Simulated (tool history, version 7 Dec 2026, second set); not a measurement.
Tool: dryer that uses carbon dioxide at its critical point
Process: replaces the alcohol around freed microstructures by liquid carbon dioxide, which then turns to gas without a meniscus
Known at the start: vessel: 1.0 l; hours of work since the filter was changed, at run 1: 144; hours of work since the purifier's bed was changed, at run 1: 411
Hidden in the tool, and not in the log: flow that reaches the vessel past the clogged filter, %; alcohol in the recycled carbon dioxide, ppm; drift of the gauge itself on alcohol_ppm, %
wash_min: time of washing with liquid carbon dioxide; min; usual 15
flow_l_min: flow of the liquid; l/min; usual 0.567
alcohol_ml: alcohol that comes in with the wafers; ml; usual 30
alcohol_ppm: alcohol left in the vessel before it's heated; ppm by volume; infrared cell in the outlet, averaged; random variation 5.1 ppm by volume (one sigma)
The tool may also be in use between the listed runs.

run,hour,wash_min,flow_l_min,alcohol_ml,hours of work since the filter was changed,hours of work since the purifier's bed was changed,alcohol_ppm
1,0.0,15,0.567,30,144,411,140
2,36.0,15,0.567,30,159,426,150
# hour 61.7: inlet filter changed
3,71.0,15,0.567,28,4,440,97
4,107.4,15,0.567,30,19,454,112
5,136.9,15,0.429,30,31,466,296
6,162.7,15,0.621,30,41,477,93
7,190.7,15,0.621,30,52,488,96
8,220.7,15,0.567,30,65,500,134
9,257.0,15,0.567,26,79,515,122
10,274.6,15,0.379,30,87,522,549
11,315.2,15,0.379,30,103,539,624
12,333.5,15,0.379,30,110,546,622
13,353.0,15,0.754,30,118,554,73
14,370.5,15,0.567,105,125,561,417
15,397.3,15,0.567,105,136,572,430
16,428.0,15,0.554,24,149,585,165
17,456.3,15,0.860,30,160,596,72
# hour 476.3: inlet filter changed
18,485.0,15,0.567,31,4,607,123
19,512.7,15,0.567,31,15,619,118
20,531.5,15,0.820,71,22,626,75
21,552.8,23,0.661,32,31,635,72
22,573.4,23,0.661,32,39,643,68
23,594.0,15,0.568,35,48,652,151
24,625.6,15,0.568,35,61,664,162
25,657.7,15,0.596,30,74,678,141
26,686.4,16,0.596,36,85,689,126
27,710.5,16,0.508,25,95,699,162
28,745.2,14,0.596,30,109,713,181
29,780.8,16,0.600,66,124,728,184

3 ways to go on from here, each from the tool as it stands after run 29. What would each give?
A,823.0,21,0.814,66,141,745,?
B,823.0,18,0.550,20,141,745,?
C,823.0,13,0.587,103,141,745,?

run,alcohol_ppm
A,85
B,113
C,735
Without the tool's hidden state the same runs would have given:
run,alcohol_ppm
A,6
B,17
C,329

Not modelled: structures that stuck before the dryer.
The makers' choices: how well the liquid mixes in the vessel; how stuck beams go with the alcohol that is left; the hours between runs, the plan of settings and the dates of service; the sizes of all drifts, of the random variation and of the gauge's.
